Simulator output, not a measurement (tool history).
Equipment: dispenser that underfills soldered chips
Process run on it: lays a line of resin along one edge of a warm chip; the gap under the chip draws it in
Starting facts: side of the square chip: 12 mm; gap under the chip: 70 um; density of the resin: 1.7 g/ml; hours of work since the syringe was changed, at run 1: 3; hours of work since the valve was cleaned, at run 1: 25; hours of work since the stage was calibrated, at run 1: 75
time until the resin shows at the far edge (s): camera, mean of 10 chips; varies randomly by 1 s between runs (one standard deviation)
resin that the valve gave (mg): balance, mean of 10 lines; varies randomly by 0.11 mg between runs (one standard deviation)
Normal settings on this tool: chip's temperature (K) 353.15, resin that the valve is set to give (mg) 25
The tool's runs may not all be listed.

run,hour,chip's temperature (K),resin that the valve is set to give (mg),hours of work since the syringe was changed,hours of work since the valve was cleaned,hours of work since the stage was calibrated,time until the resin shows at the far edge (s),resin that the valve gave (mg)
1,0,353.15,25,3,25,75,117.3,24.32
2,5.9,353.15,25,7,29,80,170.7,24.45
# hour 8: new syringe of resin
3,11.7,353.15,25,3,33,84,122.9,24.31
4,15.1,353.15,25,5,36,86,148.3,24.43
# hour 19.3: new syringe of resin
5,22.2,353.15,25,2,41,91,117,24.26
6,26.7,353.15,25,6,44,95,154.6,24.05
# hour 31: new syringe of resin
7,31.5,353.15,25,0,48,98,98.2,24.17
8,35.8,353.15,22.5,4,51,101,132.7,21.56
# hour 42.4: new syringe of resin
9,42.4,353.15,22.5,0,55,106,101.4,21.46
# hour 45.4: dispensing valve cleaned and set on the balance
10,46.9,353.15,22.5,3,1,109,123.3,22.38
11,52.1,353.15,22.8,6,5,112,170.2,22.52
# hour 55: new syringe of resin
12,56.1,346.15,31.2,1,8,115,121.8,30.95
13,61.4,358.15,25,5,12,119,122,24.73
# hour 66.5: new syringe of resin
14,66.7,358.15,25,0,15,123,86.6,24.51
15,72.8,357.15,27.5,5,20,127,126,26.93
# hour 77.7: new syringe of resin
16,79.9,357.15,27.5,2,25,133,98.9,26.8
17,84.2,357.15,27.5,5,28,136,126.2,26.68
# hour 89.3: new syringe of resin
18,90.9,347.15,23.3,1,33,141,128.1,22.47
19,97.5,354.15,23.6,6,38,145,156.2,22.8
# hour 100.5: new syringe of resin
20,105.6,353.15,28.6,4,44,151,126.6,27.2
# hour 111.8: new syringe of resin
21,113,353.15,28.6,1,49,157,103.8,27.34

For each run, the measured value with the value that run would have given without the tool's hidden condition subtracted. The run-to-run variation is shared by both, the gauge scatter possibly not:
The tool's hidden condition here consists of: resin's viscosity, % of fresh resin's; dose that the valve gives, % of what is set; true chip temperature over the reading, C; drift of the gauge itself on fill_s, %; drift of the gauge itself on given_mg, %.
run,time until the resin shows at the far edge (s),resin that the valve gave (mg)
1,+20.4,-0.5
2,+72.4,-0.6
3,+24.1,-0.69
4,+52.1,-0.76
5,+18.7,-0.86
6,+56,-0.95
7,+2,-1.04
8,+33.8,-1
9,+2.5,-1.09
10,+24.4,-0.06
11,+70.9,-0.14
12,+5.3,-0.29
13,+38.2,-0.32
14,+1.3,-0.41
15,+40.6,-0.57
16,+10.9,-0.71
17,+39.7,-0.79
18,+12,-0.77
19,+61.6,-0.9
20,+31.5,-1.24
21,+7.2,-1.4

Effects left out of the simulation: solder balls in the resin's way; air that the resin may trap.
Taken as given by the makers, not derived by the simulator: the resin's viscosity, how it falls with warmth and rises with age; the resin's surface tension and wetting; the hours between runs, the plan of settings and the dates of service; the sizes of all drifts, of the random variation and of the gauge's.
